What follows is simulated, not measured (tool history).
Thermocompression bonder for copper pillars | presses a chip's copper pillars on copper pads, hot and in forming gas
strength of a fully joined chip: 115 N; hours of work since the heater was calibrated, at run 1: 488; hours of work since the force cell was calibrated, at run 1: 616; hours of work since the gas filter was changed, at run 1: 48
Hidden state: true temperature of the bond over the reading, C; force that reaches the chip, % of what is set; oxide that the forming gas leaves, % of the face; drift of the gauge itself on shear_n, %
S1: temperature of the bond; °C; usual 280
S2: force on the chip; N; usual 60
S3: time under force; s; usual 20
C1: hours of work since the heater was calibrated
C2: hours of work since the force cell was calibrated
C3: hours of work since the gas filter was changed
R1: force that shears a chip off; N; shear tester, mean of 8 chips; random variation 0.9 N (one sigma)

run 1 hour=0 | S1=280 S2=60 S3=20 | C1=488 C2=616 C3=48 | R1=75.1
run 2 hour=20.4 | S1=280 S2=60 S3=20 | C1=501 C2=629 C3=61 | R1=74.4
run 3 hour=37.9 | S1=280 S2=60 S3=20 | C1=512 C2=640 C3=72 | R1=74.4
run 4 hour=49.6 | S1=280 S2=38 S3=20 | C1=520 C2=648 C3=80 | R1=61.2
run 5 hour=70.8 | S1=280 S2=38 S3=20 | C1=533 C2=661 C3=93 | R1=61.2
run 6 hour=84.6 | S1=280 S2=38 S3=20 | C1=542 C2=670 C3=102 | R1=61.5
run 7 hour=98.7 | S1=251 S2=60 S3=37 | C1=551 C2=679 C3=111 | R1=66.9
run 8 hour=118.8 | S1=278 S2=60 S3=37 | C1=564 C2=692 C3=124 | R1=85.5
run 9 hour=132.8 | S1=306 S2=57 S3=17 | C1=573 C2=701 C3=133 | R1=85

Run 10 comes next. What will it give?
run 10 hour=146.2 | S1=258 S2=70 S3=17 | C1=581 C2=709 C3=141 | R1=?

R1: 59.2 N
Without the tool's hidden state the same run would have given R1 59 N.
